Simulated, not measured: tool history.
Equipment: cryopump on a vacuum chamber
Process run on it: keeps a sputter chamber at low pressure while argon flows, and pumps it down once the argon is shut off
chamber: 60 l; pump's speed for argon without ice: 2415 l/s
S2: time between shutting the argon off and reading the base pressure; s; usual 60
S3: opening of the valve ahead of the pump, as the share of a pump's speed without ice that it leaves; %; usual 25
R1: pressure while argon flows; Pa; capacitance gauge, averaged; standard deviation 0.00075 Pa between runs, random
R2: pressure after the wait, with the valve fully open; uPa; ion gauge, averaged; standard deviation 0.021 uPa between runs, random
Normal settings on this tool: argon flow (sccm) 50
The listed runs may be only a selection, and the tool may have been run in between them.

run 1 hour=0 | argon_flow_(sccm)=50 S2=60 S3=25 | R1=0.1474 R2=0.93
run 2 hour=24 | argon_flow_(sccm)=50 S2=60 S3=25 | R1=0.1475 R2=0.85
run 3 hour=47.4 | argon_flow_(sccm)=50 S2=67 S3=25 | R1=0.1472 R2=0.83
run 4 hour=79.3 | argon_flow_(sccm)=50 S2=67 S3=25 | R1=0.1479 R2=0.84
run 5 hour=111 | argon_flow_(sccm)=50 S2=60 S3=25 | R1=0.1475 R2=0.89
run 6 hour=131.7 | argon_flow_(sccm)=56 S2=60 S3=25 | R1=0.1669 R2=0.91
run 7 hour=166.7 | argon_flow_(sccm)=41 S2=60 S3=25 | R1=0.1236 R2=0.89
run 8 hour=192.3 | argon_flow_(sccm)=41 S2=60 S3=25 | R1=0.1219 R2=0.91
run 9 hour=217.2 | argon_flow_(sccm)=41 S2=60 S3=25 | R1=0.1215 R2=0.96
run 10 hour=256.8 | argon_flow_(sccm)=77 S2=60 S3=25 | R1=0.2316 R2=0.98
run 11 hour=276.2 | argon_flow_(sccm)=77 S2=60 S3=25 | R1=0.2319 R2=0.92
run 12 hour=305.3 | argon_flow_(sccm)=77 S2=60 S3=25 | R1=0.2331 R2=0.98
run 13 hour=338.6 | argon_flow_(sccm)=77 S2=60 S3=25 | R1=0.2339 R2=0.98
run 14 hour=366.7 | argon_flow_(sccm)=77 S2=60 S3=25 | R1=0.2359 R2=0.97
run 15 hour=395.9 | argon_flow_(sccm)=77 S2=60 S3=25 | R1=0.2344 R2=0.99
run 16 hour=423.3 | argon_flow_(sccm)=77 S2=60 S3=25 | R1=0.2337 R2=1.01
run 17 hour=462.3 | argon_flow_(sccm)=77 S2=60 S3=25 | R1=0.2337 R2=1.03
run 18 hour=501 | argon_flow_(sccm)=77 S2=60 S3=25 | R1=0.2366 R2=1
run 19 hour=527.7 | argon_flow_(sccm)=50 S2=289 S3=25 | R1=0.1543 R2=0.86
run 20 hour=552.4 | argon_flow_(sccm)=30 S2=60 S3=25 | R1=0.0925 R2=1.08
run 21 hour=579.8 | argon_flow_(sccm)=30 S2=60 S3=25 | R1=0.0929 R2=1.11
run 22 hour=617.1 | argon_flow_(sccm)=30 S2=60 S3=25 | R1=0.092 R2=1.07
run 23 hour=640.8 | argon_flow_(sccm)=30 S2=60 S3=25 | R1=0.0928 R2=1.15
run 24 hour=673.2 | argon_flow_(sccm)=50 S2=202 S3=25 | R1=0.1555 R2=0.97
run 25 hour=691.7 | argon_flow_(sccm)=50 S2=202 S3=25 | R1=0.1562 R2=0.99
run 26 hour=724.4 | argon_flow_(sccm)=50 S2=202 S3=52 | R1=0.0834 R2=1.03
run 27 hour=756.9 | argon_flow_(sccm)=50 S2=202 S3=30 | R1=0.1336 R2=1.01

Measured result minus the same run's result without the hidden state. Both carry the same run-to-run variation, though not necessarily the same gauge scatter:
Hidden conditions of the tool in this case: pump's speed, % of a pump's without ice; cold plate's temperature, K; leak into the chamber, uPa l/s; drift of the gauge itself on working_pa, %; drift of the gauge itself on base_upa, %.
run=1 R1=+0.0077 R2=+0.52
run=2 R1=+0.0079 R2=+0.52
run=3 R1=+0.0081 R2=+0.52
run=4 R1=+0.0085 R2=+0.53
run=5 R1=+0.0088 R2=+0.55
run=6 R1=+0.0102 R2=+0.55
run=7 R1=+0.0078 R2=+0.56
run=8 R1=+0.008 R2=+0.57
run=9 R1=+0.0082 R2=+0.59
run=10 R1=+0.0162 R2=+0.6
run=11 R1=+0.0165 R2=+0.59
run=12 R1=+0.0171 R2=+0.61
run=13 R1=+0.0177 R2=+0.64
run=14 R1=+0.0184 R2=+0.62
run=15 R1=+0.0187 R2=+0.65
run=16 R1=+0.0192 R2=+0.65
run=17 R1=+0.02 R2=+0.67
run=18 R1=+0.0209 R2=+0.68
run=19 R1=+0.014 R2=+0.72
run=20 R1=+0.0085 R2=+0.73
run=21 R1=+0.0087 R2=+0.74
run=22 R1=+0.009 R2=+0.74
run=23 R1=+0.0093 R2=+0.77
run=24 R1=+0.0158 R2=+0.76
run=25 R1=+0.0161 R2=+0.77
run=26 R1=+0.0167 R2=+0.8
run=27 R1=+0.0171 R2=+0.8
